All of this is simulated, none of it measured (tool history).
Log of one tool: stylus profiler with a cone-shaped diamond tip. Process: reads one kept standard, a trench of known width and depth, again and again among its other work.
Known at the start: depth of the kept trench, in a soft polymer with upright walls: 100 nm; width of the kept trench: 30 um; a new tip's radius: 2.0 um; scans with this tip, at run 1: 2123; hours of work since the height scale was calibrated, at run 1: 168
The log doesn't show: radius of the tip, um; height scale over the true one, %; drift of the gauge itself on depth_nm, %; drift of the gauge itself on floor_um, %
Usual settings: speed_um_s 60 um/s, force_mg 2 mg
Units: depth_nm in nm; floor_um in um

run   hour  speed_um_s  force_mg  scans with this tip  hours of work since the height scale was calibrated  depth_nm  floor_um
  1      0          60         2                 2123                                                  168    101.26     28.38
  2   26.9         229         2                 2305                                                  182    101.25     27.35
  3   60.6         229      1.03                 2532                                                  200     100.8     26.85
  4   76.6          60         2                 2640                                                  209    101.21     28.32
  5   96.9          60         2                 2777                                                  220    101.28     28.37
  6  133.7          60         2                 3025                                                  239    101.28     28.33
  7  152.3          60         2                 3151                                                  249    101.25     28.32
  8  183.2          60         2                 3359                                                  266    101.25     28.27
  9  212.9          60         2                 3560                                                  282    101.28     28.28
 10  246.1          60         2                 3784                                                  299    101.27     28.25
     249.2  -- height scale calibrated on a step standard
 11  265.4          60         2                 3911                                                    9    101.31     28.27
 12  291.7          69         2                 4088                                                   23    101.32     28.19
 13  314.7          69         2                 4244                                                   35    101.26     28.18
 14  347.8          69         2                 4467                                                   53    101.31     28.18
     350.2  -- height scale calibrated on a step standard, once more
 15    369         151      5.77                 4607                                                   10    102.35     28.08
 16  395.3          73      1.18                 4784                                                   24    100.78     27.99
 17  419.9          51      1.78                 4950                                                   37    101.08     28.25
 18  440.3          22      3.05                 5088                                                   48    101.56     28.41
 19    462          22      3.05                 5234                                                   60    101.53     28.46
 20  490.6          22      3.05                 5427                                                   75    101.51      28.4
 21  525.1          26      1.24                 5661                                                   93    100.81     28.34
 22  556.7          26      1.24                 5874                                                  110    100.84     28.36

3 ways to go on from here, each from the tool as it stands after run 22. What would each give?
  A  574.7          26      2.47                 5995                                                  120         ?         ?
  B  574.7          42      0.72                 5995                                                  120         ?         ?
  C  574.7          20      2.84                 5995                                                  120         ?         ?

run  depth_nm  floor_um
  A    101.34     28.32
  B    100.58     28.08
  C    101.47     28.44
Without the tool's hidden state the same runs would have given:
run  depth_nm  floor_um
  A    101.36     28.56
  B     100.6     28.32
  C    101.49     28.68

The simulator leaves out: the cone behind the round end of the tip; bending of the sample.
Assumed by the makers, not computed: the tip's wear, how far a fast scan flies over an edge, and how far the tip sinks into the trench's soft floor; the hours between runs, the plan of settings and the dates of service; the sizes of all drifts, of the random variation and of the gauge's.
